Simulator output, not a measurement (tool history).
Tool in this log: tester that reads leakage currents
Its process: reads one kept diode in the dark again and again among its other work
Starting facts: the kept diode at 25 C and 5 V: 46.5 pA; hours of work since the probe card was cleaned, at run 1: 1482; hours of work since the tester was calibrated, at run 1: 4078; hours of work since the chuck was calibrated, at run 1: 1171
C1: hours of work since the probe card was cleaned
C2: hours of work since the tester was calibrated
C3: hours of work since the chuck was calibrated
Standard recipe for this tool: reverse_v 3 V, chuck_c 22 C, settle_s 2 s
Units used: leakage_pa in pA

{"run": 1, "hour": 0.0, "reverse_v": 3, "chuck_c": 22, "settle_s": 2, "C1": 1482, "C2": 4078, "C3": 1171, "leakage_pa": 27.03}
{"run": 2, "hour": 115.2, "reverse_v": 3, "chuck_c": 22, "settle_s": 2, "C1": 1558, "C2": 4154, "C3": 1247, "leakage_pa": 27.16}
{"run": 3, "hour": 219.7, "reverse_v": 14.8, "chuck_c": 22, "settle_s": 2, "C1": 1627, "C2": 4223, "C3": 1316, "leakage_pa": 75.56}
{"hour": 332.8, "done": "tester calibrated"}
{"run": 4, "hour": 332.8, "reverse_v": 14.8, "chuck_c": 22, "settle_s": 2, "C1": 1700, "C2": 0, "C3": 1389, "leakage_pa": 76.43}
{"run": 5, "hour": 460.8, "reverse_v": 14.8, "chuck_c": 22, "settle_s": 2, "C1": 1785, "C2": 85, "C3": 1474, "leakage_pa": 76.85}
{"hour": 477.6, "done": "chuck's temperature calibrated"}
{"run": 6, "hour": 590.6, "reverse_v": 3, "chuck_c": 22, "settle_s": 0.33, "C1": 1869, "C2": 169, "C3": 75, "leakage_pa": 28.9}
{"run": 7, "hour": 725.5, "reverse_v": 6.08, "chuck_c": 48, "settle_s": 0.44, "C1": 1958, "C2": 258, "C3": 164, "leakage_pa": 303.46}
{"run": 8, "hour": 838.0, "reverse_v": 6.08, "chuck_c": 48, "settle_s": 0.44, "C1": 2033, "C2": 333, "C3": 238, "leakage_pa": 302.72}
{"hour": 864.8, "done": "chuck's temperature calibrated, once more"}
{"run": 9, "hour": 944.6, "reverse_v": 3, "chuck_c": 54, "settle_s": 2.9, "C1": 2102, "C2": 402, "C3": 53, "leakage_pa": 335.77}
{"run": 10, "hour": 1028.2, "reverse_v": 3, "chuck_c": 54, "settle_s": 2.9, "C1": 2157, "C2": 457, "C3": 108, "leakage_pa": 334.5}
{"run": 11, "hour": 1168.7, "reverse_v": 9.9, "chuck_c": 33, "settle_s": 0.51, "C1": 2250, "C2": 550, "C3": 201, "leakage_pa": 151.69}

4 ways to go on from here, each from the tool as it stands after run 11. What would each give?
{"run": "A", "hour": 1315.8, "reverse_v": 6.09, "chuck_c": 33, "settle_s": 3.9, "C1": 2347, "C2": 647, "C3": 298, "leakage_pa": "?"}
{"run": "B", "hour": 1315.8, "reverse_v": 9.48, "chuck_c": 22, "settle_s": 2, "C1": 2347, "C2": 647, "C3": 298, "leakage_pa": "?"}
{"run": "C", "hour": 1315.8, "reverse_v": 9.9, "chuck_c": 33, "settle_s": 4.43, "C1": 2347, "C2": 647, "C3": 298, "leakage_pa": "?"}
{"run": "D", "hour": 1315.8, "reverse_v": 2.13, "chuck_c": 20, "settle_s": 2.63, "C1": 2347, "C2": 647, "C3": 298, "leakage_pa": "?"}

run=A leakage_pa=107.8
run=B leakage_pa=62.4
run=C leakage_pa=145.52
run=D leakage_pa=20.41
The same runs, with their run-to-run variation unchanged, on a tool lacking any hidden condition would have given:
run=A leakage_pa=102.66
run=B leakage_pa=54.09
run=C leakage_pa=137.06
run=D leakage_pa=18.55

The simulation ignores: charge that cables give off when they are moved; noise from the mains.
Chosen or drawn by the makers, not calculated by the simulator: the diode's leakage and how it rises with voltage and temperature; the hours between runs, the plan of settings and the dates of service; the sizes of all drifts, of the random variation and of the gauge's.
